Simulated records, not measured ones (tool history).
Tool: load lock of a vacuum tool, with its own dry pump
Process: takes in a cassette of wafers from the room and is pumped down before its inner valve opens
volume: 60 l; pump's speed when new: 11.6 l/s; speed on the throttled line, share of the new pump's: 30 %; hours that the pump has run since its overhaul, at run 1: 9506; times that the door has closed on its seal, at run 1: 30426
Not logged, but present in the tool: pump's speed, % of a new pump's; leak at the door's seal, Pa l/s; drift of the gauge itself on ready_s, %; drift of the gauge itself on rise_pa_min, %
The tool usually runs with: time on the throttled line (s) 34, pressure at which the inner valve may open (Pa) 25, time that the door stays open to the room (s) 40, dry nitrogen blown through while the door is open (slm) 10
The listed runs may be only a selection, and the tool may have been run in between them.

run,hour,time on the throttled line (s),pressure at which the inner valve may open (Pa),time that the door stays open to the room (s),dry nitrogen blown through while the door is open (slm),hours that the pump has run since its overhaul,times that the door has closed on its seal,"incoming humidity of the room's air, %",time from the closed door until the inner valve may open (s),rise of the pressure with all valves shut (Pa/min)
1,0,34,25,40,10,9506,30426,44,71,0.075
2,175.3,34,25,40,10,9682,30755,42.6,69.2,0.077
3,575.8,34,25,40,10,10082,31507,44.7,70.1,0.078
4,962.1,34,25,40,10,10468,32232,43,70.7,0.073
5,1283.5,34,25,40,10,10790,32835,47,70.2,0.086
6,1630.9,34,25,40,10,11137,33487,46.1,69.8,0.086
7,1994.8,34,25,40,10,11501,34170,44.9,69.1,0.085
8,2225.4,34,25,40,10,11732,34603,45.7,71.1,0.092
9,2615.9,67,24,182,13,12122,35336,41.4,93.1,0.114
10,2813.5,56,24,42,4,12320,35707,47.9,84.8,0.099
11,3044.5,56,24,42,4,12551,36141,43.4,85.9,0.094
12,3451.9,19,45,40,17,12958,36905,44.3,58,0.085
13,3713.7,27,25,40,45,13220,37397,47,67.4,0.084
14,3945.6,21,34,40,10,13452,37832,44.9,61.5,0.096
15,4169.5,34,29,127,33,13676,38252,47.1,69.8,0.107

4 options for the next run, each taken on its own from the tool as it stands now. Forecast them:
A,4381.9,65,25,40,5,13888,38651,46.4,?,?
B,4381.9,34,25,150,7,13888,38651,44.8,?,?
C,4381.9,34,40,66,10,13888,38651,46.1,?,?
D,4381.9,34,25,40,10,13888,38651,47.1,?,?

run,time from the closed door until the inner valve may open (s),rise of the pressure with all valves shut (Pa/min)
A,93.2,0.102
B,71.4,0.134
C,68,0.107
D,71.6,0.1
Without the tool's hidden state the same runs would have given:
run,time from the closed door until the inner valve may open (s),rise of the pressure with all valves shut (Pa/min)
A,89.9,0.028
B,66.8,0.061
C,63.7,0.033
D,67,0.026
